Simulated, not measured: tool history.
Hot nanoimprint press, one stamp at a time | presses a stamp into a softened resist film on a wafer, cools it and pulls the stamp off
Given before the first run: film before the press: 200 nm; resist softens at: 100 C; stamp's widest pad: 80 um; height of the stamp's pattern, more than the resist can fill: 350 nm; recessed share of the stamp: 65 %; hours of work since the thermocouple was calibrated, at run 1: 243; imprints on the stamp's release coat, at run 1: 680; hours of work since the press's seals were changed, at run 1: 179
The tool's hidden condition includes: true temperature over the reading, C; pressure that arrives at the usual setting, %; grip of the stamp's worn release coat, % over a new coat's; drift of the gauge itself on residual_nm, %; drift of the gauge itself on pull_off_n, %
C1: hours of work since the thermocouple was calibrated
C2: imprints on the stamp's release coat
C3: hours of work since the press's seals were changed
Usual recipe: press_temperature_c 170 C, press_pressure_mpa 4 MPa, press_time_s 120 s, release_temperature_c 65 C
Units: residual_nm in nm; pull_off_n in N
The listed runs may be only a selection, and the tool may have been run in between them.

Run 1, hour 0: usual settings; C1 243; C2 680; C3 179. Result: residual_nm 79.6 nm, pull_off_n 158 N.
Run 2, hour 9.3: usual settings; C1 249; C2 700; C3 186. Result: residual_nm 79.8 nm, pull_off_n 162 N.
Run 3, hour 19.6: usual settings; C1 256; C2 723; C3 193. Result: residual_nm 79.9 nm, pull_off_n 160 N.
Run 4, hour 28: usual settings; C1 262; C2 741; C3 198. Result: residual_nm 79.8 nm, pull_off_n 163 N.
Run 5, hour 34.8: usual settings; C1 267; C2 756; C3 203. Result: residual_nm 79.8 nm, pull_off_n 154 N.
Run 6, hour 45.4: usual settings; C1 274; C2 779; C3 210. Result: residual_nm 78.7 nm, pull_off_n 156 N.
Run 7, hour 51.3: usual settings; C1 278; C2 792; C3 214. Result: residual_nm 79.9 nm, pull_off_n 157 N.
Run 8, hour 63.4: usual settings but press_temperature_c 167 C, press_pressure_mpa 4.87 MPa, press_time_s 195 s, release_temperature_c 63 C; C1 286; C2 819; C3 222. Result: residual_nm 66.7 nm, pull_off_n 168 N.
Run 9, hour 68.5: usual settings but press_temperature_c 167 C, press_pressure_mpa 3.41 MPa, press_time_s 94 s, release_temperature_c 63 C; C1 289; C2 830; C3 226. Result: residual_nm 104 nm, pull_off_n 166 N.
Run 10, hour 74.9: usual settings but press_temperature_c 159 C, press_time_s 96 s, release_temperature_c 71 C; C1 294; C2 844; C3 230. Result: residual_nm 125 nm, pull_off_n 136 N.
Run 11, hour 81.5: usual settings but press_temperature_c 159 C, press_time_s 96 s, release_temperature_c 71 C; C1 298; C2 858; C3 235. Result: residual_nm 124 nm, pull_off_n 138 N.
Run 12, hour 93.4: usual settings but press_temperature_c 159 C, press_time_s 96 s, release_temperature_c 71 C; C1 306; C2 884; C3 243. Result: residual_nm 124.1 nm, pull_off_n 144 N.
Run 13, hour 99.1: usual settings but press_temperature_c 173 C, press_pressure_mpa 5.63 MPa, press_time_s 96 s, release_temperature_c 70 C; C1 310; C2 896; C3 246. Result: residual_nm 66.3 nm, pull_off_n 143 N.
Run 14, hour 107.7: usual settings but press_temperature_c 173 C, press_pressure_mpa 5.63 MPa, press_time_s 96 s, release_temperature_c 70 C; C1 316; C2 915; C3 252. Result: residual_nm 67.1 nm, pull_off_n 144 N.

Branching from run 14: 3 alternative next runs. What would each branch give?
Run A, hour 113.9: usual settings but press_temperature_c 171 C, press_pressure_mpa 4.86 MPa, press_time_s 64 s, release_temperature_c 70 C; C1 320; C2 929; C3 256. Result: residual_nm ?, pull_off_n ?.
Run B, hour 113.9: usual settings but press_temperature_c 167 C, press_pressure_mpa 4.75 MPa, press_time_s 151 s; C1 320; C2 929; C3 256. Result: residual_nm ?, pull_off_n ?.
Run C, hour 113.9: usual settings but release_temperature_c 56 C; C1 320; C2 929; C3 256. Result: residual_nm ?, pull_off_n ?.

run  residual_nm  pull_off_n
  A         89.8         147
  B         75.7         163
  C         80.3         186
Had the tool no hidden state, the same runs would have come out as:
run  residual_nm  pull_off_n
  A         87.1         125
  B         73.2         139
  C         77.9         159

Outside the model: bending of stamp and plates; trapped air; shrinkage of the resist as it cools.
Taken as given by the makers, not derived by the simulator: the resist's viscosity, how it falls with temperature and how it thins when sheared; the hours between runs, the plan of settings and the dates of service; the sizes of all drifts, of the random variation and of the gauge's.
